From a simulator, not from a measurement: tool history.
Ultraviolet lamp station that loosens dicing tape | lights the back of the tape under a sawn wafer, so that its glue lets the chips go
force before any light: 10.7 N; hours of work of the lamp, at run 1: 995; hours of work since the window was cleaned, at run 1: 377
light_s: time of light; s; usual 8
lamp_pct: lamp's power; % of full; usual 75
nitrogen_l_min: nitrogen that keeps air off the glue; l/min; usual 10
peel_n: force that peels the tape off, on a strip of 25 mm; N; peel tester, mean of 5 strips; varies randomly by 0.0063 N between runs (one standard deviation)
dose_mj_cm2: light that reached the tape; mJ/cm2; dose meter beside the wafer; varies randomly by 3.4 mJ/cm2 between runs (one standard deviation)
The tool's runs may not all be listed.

run,hour,light_s,lamp_pct,nitrogen_l_min,hours of work of the lamp,hours of work since the window was cleaned,peel_n,dose_mj_cm2
1,0.0,8,75,10,995,377,0.476,399
2,55.1,8,75,10,1018,400,0.487,402
3,118.6,8,75,10,1045,427,0.491,391
4,159.6,8,75,10,1062,444,0.508,391
5,231.9,8,75,10,1093,475,0.534,382
6,278.3,8,75,10,1112,494,0.530,383
7,343.4,8,75,10,1140,522,0.572,373
8,412.5,8,75,10,1169,551,0.597,374
9,472.9,8,75,6,1194,577,1.092,366
10,540.7,8,75,10,1223,605,0.608,360
# hour 548.4: window cleaned of glue's vapour
11,590.5,8,75,10,1244,18,0.493,395
12,633.9,8,75,10,1262,36,0.506,397
13,665.5,8,75,10,1275,49,0.529,395
14,716.3,8,75,10,1297,71,0.525,385
15,785.4,8,75,10,1326,100,0.545,380
16,859.6,8,75,10,1357,131,0.566,375
17,936.0,12,80,5,1389,164,0.358,589
18,968.1,8,70,10,1403,177,0.712,343
19,1027.8,8,70,10,1428,202,0.713,342
20,1096.5,10,73,9,1457,231,0.412,440
21,1146.4,6,81,7,1478,252,1.481,288
22,1198.8,6,81,7,1500,274,1.564,285

Run 23 is up next; what results do you expect?
23,1270.7,6,81,7,1531,305,?,?

Run 23 yielded peel_n 1.564 N, dose_mj_cm2 284 mJ/cm2.
With the hidden condition absent and the run-to-run variation left alone, this run would have shown peel_n 0.568 N, dose_mj_cm2 441 mJ/cm2.
